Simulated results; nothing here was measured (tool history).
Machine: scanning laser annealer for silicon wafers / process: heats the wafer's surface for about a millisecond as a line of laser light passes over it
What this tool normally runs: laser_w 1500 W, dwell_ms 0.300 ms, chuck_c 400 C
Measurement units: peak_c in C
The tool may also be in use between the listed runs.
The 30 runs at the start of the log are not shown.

{"run": 31, "day": 8.567, "laser_w": 1478, "dwell_ms": 0.3, "chuck_c": 407, "peak_c": 1185}
{"run": 32, "day": 8.917, "laser_w": 1478, "dwell_ms": 0.3, "chuck_c": 407, "peak_c": 1180}
{"run": 33, "day": 9.262, "laser_w": 1478, "dwell_ms": 0.3, "chuck_c": 407, "peak_c": 1179}
{"run": 34, "day": 9.562, "laser_w": 1563, "dwell_ms": 0.339, "chuck_c": 433, "peak_c": 1307}
{"run": 35, "day": 9.854, "laser_w": 1632, "dwell_ms": 0.3, "chuck_c": 400, "peak_c": 1262}
{"run": 36, "day": 10.096, "laser_w": 1635, "dwell_ms": 0.244, "chuck_c": 430, "peak_c": 1212}
{"run": 37, "day": 10.396, "laser_w": 1635, "dwell_ms": 0.244, "chuck_c": 430, "peak_c": 1210}
{"run": 38, "day": 10.696, "laser_w": 1635, "dwell_ms": 0.244, "chuck_c": 430, "peak_c": 1211}
{"run": 39, "day": 11.029, "laser_w": 1635, "dwell_ms": 0.244, "chuck_c": 430, "peak_c": 1214}
{"run": 40, "day": 11.383, "laser_w": 1500, "dwell_ms": 0.24, "chuck_c": 400, "peak_c": 1105}
{"run": 41, "day": 11.662, "laser_w": 1500, "dwell_ms": 0.377, "chuck_c": 407, "peak_c": 1284}
{"run": 42, "day": 12.071, "laser_w": 1610, "dwell_ms": 0.377, "chuck_c": 368, "peak_c": 1316}

What if the next run were any one of these 3? Each begins from the tool's condition after run 42:
{"run": "A", "day": 12.425, "laser_w": 1407, "dwell_ms": 0.342, "chuck_c": 405, "peak_c": "?"}
{"run": "B", "day": 12.425, "laser_w": 1316, "dwell_ms": 0.377, "chuck_c": 408, "peak_c": "?"}
{"run": "C", "day": 12.425, "laser_w": 1300, "dwell_ms": 0.377, "chuck_c": 368, "peak_c": "?"}

run=A peak_c=1182
run=B peak_c=1167
run=C peak_c=1118
Stripped of hidden state, with their random variation kept, the same runs would have yielded:
run=A peak_c=1195
run=B peak_c=1180
run=C peak_c=1131

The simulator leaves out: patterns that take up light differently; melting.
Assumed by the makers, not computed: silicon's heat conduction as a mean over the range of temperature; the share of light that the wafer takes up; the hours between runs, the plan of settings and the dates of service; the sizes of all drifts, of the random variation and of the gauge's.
